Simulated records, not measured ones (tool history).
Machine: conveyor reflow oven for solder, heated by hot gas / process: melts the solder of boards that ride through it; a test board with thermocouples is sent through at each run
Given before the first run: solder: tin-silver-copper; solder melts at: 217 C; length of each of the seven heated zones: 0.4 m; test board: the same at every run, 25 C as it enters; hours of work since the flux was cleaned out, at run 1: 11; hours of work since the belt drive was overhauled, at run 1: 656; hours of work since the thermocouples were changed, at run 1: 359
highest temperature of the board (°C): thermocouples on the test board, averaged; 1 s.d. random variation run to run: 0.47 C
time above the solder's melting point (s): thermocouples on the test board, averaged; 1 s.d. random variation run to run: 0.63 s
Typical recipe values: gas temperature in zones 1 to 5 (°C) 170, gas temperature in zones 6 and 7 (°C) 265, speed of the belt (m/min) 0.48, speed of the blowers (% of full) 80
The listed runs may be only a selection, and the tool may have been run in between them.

run	day	gas temperature in zones 1 to 5 (°C)	gas temperature in zones 6 and 7 (°C)	speed of the belt (m/min)	speed of the blowers (% of full)	hours of work since the flux was cleaned out	hours of work since the belt drive was overhauled	hours of work since the thermocouples were changed	highest temperature of the board (°C)	time above the solder's melting point (s)
1	0	170	265	0.48	80	11	656	359	250.7	72.3
2	0.412	170	265	0.423	80	19	664	367	254.1	86.7
3	0.742	170	265	0.423	80	25	670	373	254.2	86
4	1.238	170	265	0.423	80	34	679	382	254.4	87.5
5	1.538	170	265	0.48	80	39	684	387	251.1	73.1
6	2.062	170	265	0.48	80	49	694	397	250.9	73.1
7	2.412	170	265	0.48	80	55	700	403	251.1	72.1
8	2.917	170	265	0.471	80	64	709	412	251.6	73.7
9	3.217	170	265	0.471	80	70	714	418	250.9	75.2
10	3.608	170	265	0.48	80	77	722	425	251.1	72.5
11	4.15	170	262	0.48	80	87	731	435	248.4	70.4
12	4.642	170	262	0.48	80	96	740	444	248.1	68.6
13	4.883	170	262	0.48	80	100	745	448	248.3	71.1
14	5.162	170	262	0.48	80	105	750	453	248.1	70
15	5.508	170	256	0.48	80	111	756	459	242.6	65.2
16	5.779	183	265	0.458	80	116	761	464	254	86.6
17	6.038	170	268	0.523	80	121	766	469	250.9	63.8
18	6.55	170	268	0.409	90	130	775	478	258.7	95.5
19	6.846	170	268	0.409	90	136	780	484	259	96.2
20	7.079	170	268	0.477	65	140	785	488	249.3	68.2
21	7.438	170	265	0.522	63	147	791	494	242.7	55.5
22	7.675	181	259	0.572	52	151	795	499	233.4	37.9
23	8.071	180	259	0.572	55	158	803	506	233.7	38.4
24	8.533	180	259	0.572	55	166	811	514	233.4	39.9
25	8.875	162	259	0.572	55	173	817	520	229.5	24.7
26	9.379	162	259	0.572	55	182	826	530	228.5	24.7
# day 9.825: flux residue cleaned out of gas plates and filters
27	9.838	162	259	0.572	55	0	831	534	228.8	25.7
28	10.333	179	276	0.414	67	9	840	543	262.8	99.3
29	10.562	170	271	0.386	68	13	844	547	259.6	99.4
30	11.092	177	265	0.48	68	23	854	557	248.3	73.3

What if the next run were any one of these 5? Each begins from the tool's condition after run 30:
A	11.329	177	262	0.428	58	27	858	561	?	?
B	11.329	170	265	0.47	75	27	858	561	?	?
C	11.329	178	265	0.567	68	27	858	561	?	?
D	11.329	184	280	0.518	68	27	858	561	?	?
E	11.329	178	265	0.546	74	27	858	561	?	?

run	highest temperature of the board (°C)	time above the solder's melting point (s)
A	246.5	78.6
B	249.9	72.4
C	243.8	54.5
D	260.6	78.2
E	245.8	60.6
Had the tool no hidden state, the same runs would have come out as:
run	highest temperature of the board (°C)	time above the solder's melting point (s)
A	246.6	78.6
B	250	72.4
C	243.9	54.5
D	260.7	78.2
E	245.9	60.6
